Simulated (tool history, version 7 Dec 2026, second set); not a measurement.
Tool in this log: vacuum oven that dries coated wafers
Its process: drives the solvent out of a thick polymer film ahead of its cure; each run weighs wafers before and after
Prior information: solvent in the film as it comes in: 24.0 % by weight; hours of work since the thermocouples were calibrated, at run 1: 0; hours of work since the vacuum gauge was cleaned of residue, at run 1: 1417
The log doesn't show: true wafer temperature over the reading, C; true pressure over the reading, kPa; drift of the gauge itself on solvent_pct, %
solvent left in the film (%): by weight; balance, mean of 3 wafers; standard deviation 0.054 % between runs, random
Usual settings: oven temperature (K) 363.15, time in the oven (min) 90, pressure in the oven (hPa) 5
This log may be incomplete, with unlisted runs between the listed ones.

| run | hour | oven temperature (K) | time in the oven (min) | pressure in the oven (hPa) | hours of work since the thermocouples were calibrated | hours of work since the vacuum gauge was cleaned of residue | solvent left in the film (%) |
|---|---|---|---|---|---|---|---|
| 1 | 0 | 363.15 | 90 | 5 | 0 | 1417 | 2.05 |
| 2 | 48.3 | 363.15 | 90 | 5 | 38 | 1455 | 1.92 |
| 3 | 107 | 363.15 | 90 | 7.45 | 85 | 1501 | 2.33 |
| 4 | 160.3 | 363.15 | 90 | 7.45 | 127 | 1543 | 2.37 |
| 5 | 216.2 | 363.15 | 62 | 5 | 171 | 1588 | 3.71 |
| 6 | 270.3 | 363.15 | 62 | 5 | 214 | 1630 | 3.65 |
| 7 | 298.8 | 363.15 | 62 | 5 | 236 | 1653 | 3.81 |
| 8 | 335.1 | 363.15 | 90 | 10.17 | 265 | 1682 | 2.47 |
| 9 | 366.9 | 363.15 | 90 | 5 | 290 | 1707 | 2 |
| 10 | 393.5 | 369.15 | 90 | 5 | 311 | 1728 | 1.07 |
| 11 | 438.7 | 358.15 | 90 | 5 | 347 | 1764 | 3.08 |
| 12 | 471.9 | 363.15 | 90 | 5 | 373 | 1790 | 1.99 |
| 13 | 513.9 | 363.15 | 90 | 5 | 407 | 1823 | 1.9 |
| 14 | 559.9 | 363.15 | 90 | 5 | 443 | 1860 | 2 |
| 15 | 595.2 | 363.15 | 90 | 5 | 471 | 1887 | 2.1 |
| 16 | 625.4 | 363.15 | 90 | 5 | 495 | 1911 | 1.93 |
| 17 | 659.4 | 360.15 | 90 | 5 | 522 | 1938 | 2.6 |
| 18 | 686.3 | 360.15 | 90 | 5 | 543 | 1960 | 2.68 |
| 19 | 720.2 | 360.15 | 90 | 14.13 | 570 | 1986 | 3.89 |
| 20 | 760.9 | 360.15 | 90 | 14.13 | 602 | 2019 | 3.8 |
| 21 | 798.6 | 363.15 | 90 | 5 | 632 | 2048 | 1.95 |
| 22 | 840.2 | 353.15 | 90 | 5 | 665 | 2081 | 4.44 |
| 23 | 880.8 | 353.15 | 90 | 5 | 697 | 2113 | 4.6 |
| 24 | 905.6 | 353.15 | 90 | 5 | 716 | 2133 | 4.64 |
| 25 | 954.1 | 353.15 | 90 | 5 | 755 | 2171 | 4.62 |
| 26 | 1003.8 | 377.15 | 54 | 8.25 | 794 | 2211 | 1.69 |
|  | 1012.8 | oven's thermocouples calibrated |
| 27 | 1042.2 | 377.15 | 54 | 8.25 | 23 | 2240 | 1.67 |
| 28 | 1075.7 | 365.15 | 90 | 11.34 | 50 | 2266 | 2.3 |
| 29 | 1115.7 | 353.15 | 91 | 3.53 | 81 | 2298 | 4.37 |
| 30 | 1166.1 | 362.15 | 91 | 3.53 | 121 | 2338 | 1.94 |
| 31 | 1218.3 | 363.15 | 115 | 4.17 | 163 | 2379 | 1.15 |
| 32 | 1246.9 | 374.15 | 48 | 4.17 | 185 | 2402 | 2.26 |
| 33 | 1284.5 | 374.15 | 48 | 4.17 | 215 | 2431 | 2.23 |
| 34 | 1318.6 | 363.15 | 73 | 5 | 242 | 2458 | 2.8 |
| 35 | 1361.3 | 377.15 | 73 | 3.47 | 276 | 2492 | 0.66 |
| 36 | 1404.9 | 374.15 | 79 | 5 | 310 | 2526 | 0.83 |
| 37 | 1455.7 | 360.15 | 147 | 5.44 | 350 | 2567 | 1.27 |
| 38 | 1510.6 | 360.15 | 147 | 5.44 | 394 | 2610 | 1.19 |
|  | 1546.2 | vacuum gauge cleaned of residue and calibrated |
| 39 | 1564.3 | 360.15 | 147 | 5.44 | 435 | 14 | 1.2 |
| 40 | 1614.8 | 354.15 | 147 | 2.53 | 475 | 54 | 1.57 |
| 41 | 1641.6 | 363.15 | 96 | 5 | 496 | 75 | 1.7 |
| 42 | 1697.8 | 363.15 | 70 | 5.66 | 541 | 120 | 3.05 |
| 43 | 1735.2 | 373.15 | 149 | 3.25 | 570 | 150 | 0.36 |
| 44 | 1781.3 | 351.15 | 85 | 5.28 | 607 | 186 | 5.62 |
| 45 | 1812.6 | 351.15 | 85 | 5.28 | 632 | 211 | 5.78 |
| 46 | 1844.9 | 363.15 | 90 | 3.7 | 657 | 236 | 1.81 |
| 47 | 1879.2 | 363.15 | 90 | 3.7 | 684 | 263 | 1.81 |

Forecast each of these 4 alternatives for the next run:
| A | 1932.3 | 363.15 | 90 | 3.7 | 726 | 305 | ? |
| B | 1932.3 | 357.15 | 144 | 5 | 726 | 305 | ? |
| C | 1932.3 | 353.15 | 51 | 3.7 | 726 | 305 | ? |
| D | 1932.3 | 365.15 | 49 | 14.22 | 726 | 305 | ? |

| run | solvent left in the film (%) |
|---|---|
| A | 1.78 |
| B | 1.58 |
| C | 8.21 |
| D | 5.34 |
Had the tool no hidden state, the same runs would have come out as:
| run | solvent left in the film (%) |
|---|---|
| A | 1.79 |
| B | 1.59 |
| C | 8.22 |
| D | 5.35 |
